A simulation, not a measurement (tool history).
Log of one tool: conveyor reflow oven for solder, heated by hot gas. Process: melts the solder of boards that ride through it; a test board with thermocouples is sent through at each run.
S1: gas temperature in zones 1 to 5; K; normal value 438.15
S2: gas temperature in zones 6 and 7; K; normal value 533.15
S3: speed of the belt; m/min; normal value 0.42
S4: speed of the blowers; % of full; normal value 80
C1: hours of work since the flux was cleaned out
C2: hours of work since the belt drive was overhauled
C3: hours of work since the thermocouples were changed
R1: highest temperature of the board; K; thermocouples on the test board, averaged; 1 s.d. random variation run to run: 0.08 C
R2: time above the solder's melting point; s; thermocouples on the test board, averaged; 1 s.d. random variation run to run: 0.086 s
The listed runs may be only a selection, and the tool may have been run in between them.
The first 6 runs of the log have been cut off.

run,hour,S1,S2,S3,S4,C1,C2,C3,R1,R2
7,118.5,438.15,533.15,0.42,57,220,254,340,515.01,59.37
8,146.5,438.15,533.15,0.481,80,232,266,353,515.24,52.44
9,165.8,438.15,533.15,0.481,80,240,274,361,515.32,52.47
10,187.2,438.15,533.15,0.481,80,250,283,370,515.46,52.41
11,201,438.15,533.15,0.481,80,256,289,376,515.37,52.41
12,230.7,438.15,533.15,0.481,80,268,302,389,515.29,52.36
13,257.4,438.15,533.15,0.481,80,280,314,401,515.29,52.34
14,269.6,438.15,533.15,0.481,80,285,319,406,515.38,52.25
15,283.1,433.15,533.15,0.42,80,291,325,412,518.41,63.86
16,302.1,433.15,533.15,0.42,80,299,333,420,518.35,63.7
17,330.8,428.15,523.15,0.481,68,312,346,432,502.26,29.56
18,356.2,431.15,523.15,0.471,80,323,357,443,505.77,38.73

What does the tool deliver on the next run?
# hour 382.4: flux residue cleaned out of gas plates and filters
19,389.5,433.15,538.15,0.42,80,3,369,456,?,?

R1: 524.02 K
R2: 70.13 s
Without the tool's hidden state the same run would have given R1 524.78 K, R2 70.06 s.
